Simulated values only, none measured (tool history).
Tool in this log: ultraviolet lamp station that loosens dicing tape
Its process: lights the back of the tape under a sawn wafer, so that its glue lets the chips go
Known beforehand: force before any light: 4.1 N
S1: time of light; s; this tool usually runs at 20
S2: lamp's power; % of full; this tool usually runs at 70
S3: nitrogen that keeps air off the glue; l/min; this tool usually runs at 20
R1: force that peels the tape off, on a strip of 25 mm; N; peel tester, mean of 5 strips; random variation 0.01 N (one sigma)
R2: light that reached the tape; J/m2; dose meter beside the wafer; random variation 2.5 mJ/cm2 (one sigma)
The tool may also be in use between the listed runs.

run	hour	S1	S2	S3	R1	R2
1	0.0	20	70	20	0.717	2180
2	6.2	20	70	20	0.742	2210
3	13.4	18	70	20	0.840	1960
4	25.9	20	61	20	0.896	1910
5	34.8	20	70	20	0.715	2250
6	43.3	20	70	20	0.723	2180
7	50.4	20	65	20	0.802	2020
8	59.2	20	70	20	0.704	2170
# hour 62.9: window cleaned of glue's vapour
9	70.6	20	70	20	0.885	1910
10	77.8	20	70	20	0.862	1970
11	86.9	20	70	20	0.890	1900
12	96.3	20	70	20	0.917	1920
13	103.1	12	81	20	1.420	1290
14	110.2	12	81	20	1.420	1280
# hour 115.2: window cleaned of glue's vapour, once more
15	117.2	20	85	20	0.359	3090
16	129.5	20	85	20	0.377	3130
17	135.5	12	74	35	0.892	1630
18	141.8	26	90	20	0.180	4310
19	155.5	26	74	20	0.285	3460
20	169.1	11	74	20	1.287	1480
21	181.8	20	78	20	0.453	2810
22	188.5	20	83	10	0.634	3000
23	195.8	12	80	9	1.445	1720
24	205.9	16	86	20	0.563	2440

Forecast each of these 4 alternatives for the next run:
A	214.4	16	77	8	?	?
B	214.4	16	76	20	?	?
C	214.4	20	97	13	?	?
D	214.4	30	65	7	?	?

run	R1	R2
A	1.154	2190
B	0.733	2140
C	0.394	3400
D	0.622	3440
Stripped of hidden state, with their random variation kept, the same runs would have yielded:
run	R1	R2
A	0.972	2490
B	0.586	2440
C	0.299	3870
D	0.487	3920
